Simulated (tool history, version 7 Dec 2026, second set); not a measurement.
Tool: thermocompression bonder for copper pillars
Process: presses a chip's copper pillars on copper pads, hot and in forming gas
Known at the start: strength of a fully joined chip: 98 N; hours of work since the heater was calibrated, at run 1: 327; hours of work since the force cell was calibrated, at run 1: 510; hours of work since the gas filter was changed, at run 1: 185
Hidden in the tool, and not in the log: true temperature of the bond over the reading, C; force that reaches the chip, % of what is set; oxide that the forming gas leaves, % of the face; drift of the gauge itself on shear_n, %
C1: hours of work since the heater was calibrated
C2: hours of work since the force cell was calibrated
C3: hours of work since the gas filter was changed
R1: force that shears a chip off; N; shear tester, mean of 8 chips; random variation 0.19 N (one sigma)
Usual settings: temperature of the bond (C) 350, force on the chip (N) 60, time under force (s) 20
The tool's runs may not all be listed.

{"run": 1, "hour": 0.0, "temperature of the bond (C)": 350, "force on the chip (N)": 60, "time under force (s)": 20, "C1": 327, "C2": 510, "C3": 185, "R1": 68.8}
{"run": 2, "hour": 19.0, "temperature of the bond (C)": 353, "force on the chip (N)": 60, "time under force (s)": 20, "C1": 339, "C2": 521, "C3": 197, "R1": 69.8}
{"run": 3, "hour": 37.7, "temperature of the bond (C)": 353, "force on the chip (N)": 60, "time under force (s)": 20, "C1": 350, "C2": 532, "C3": 208, "R1": 69.5}
{"run": 4, "hour": 53.2, "temperature of the bond (C)": 350, "force on the chip (N)": 51, "time under force (s)": 20, "C1": 359, "C2": 541, "C3": 217, "R1": 64.6}
{"run": 5, "hour": 70.0, "temperature of the bond (C)": 350, "force on the chip (N)": 51, "time under force (s)": 20, "C1": 369, "C2": 551, "C3": 227, "R1": 64.3}
{"run": 6, "hour": 78.7, "temperature of the bond (C)": 350, "force on the chip (N)": 60, "time under force (s)": 20, "C1": 374, "C2": 557, "C3": 233, "R1": 69.0}
{"run": 7, "hour": 96.8, "temperature of the bond (C)": 350, "force on the chip (N)": 60, "time under force (s)": 20, "C1": 385, "C2": 567, "C3": 243, "R1": 69.0}
{"run": 8, "hour": 109.0, "temperature of the bond (C)": 369, "force on the chip (N)": 54, "time under force (s)": 20, "C1": 392, "C2": 575, "C3": 251, "R1": 72.2}
{"run": 9, "hour": 125.4, "temperature of the bond (C)": 369, "force on the chip (N)": 54, "time under force (s)": 20, "C1": 402, "C2": 585, "C3": 261, "R1": 71.8}
{"hour": 127.4, "done": "forming gas filter changed"}
{"run": 10, "hour": 144.5, "temperature of the bond (C)": 344, "force on the chip (N)": 60, "time under force (s)": 24, "C1": 413, "C2": 596, "C3": 10, "R1": 71.7}
{"run": 11, "hour": 154.9, "temperature of the bond (C)": 368, "force on the chip (N)": 47, "time under force (s)": 15, "C1": 420, "C2": 602, "C3": 16, "R1": 65.0}

Measured less the same run without the tool's hidden state. The same run-to-run variation is in both; the gauge's scatter may not be:
run=1 R1=+0.4
run=2 R1=+0.3
run=3 R1=+0.3
run=4 R1=+0.4
run=5 R1=+0.4
run=6 R1=+0.2
run=7 R1=+0.2
run=8 R1=-0.1
run=9 R1=-0.2
run=10 R1=+2.2
run=11 R1=+2.0
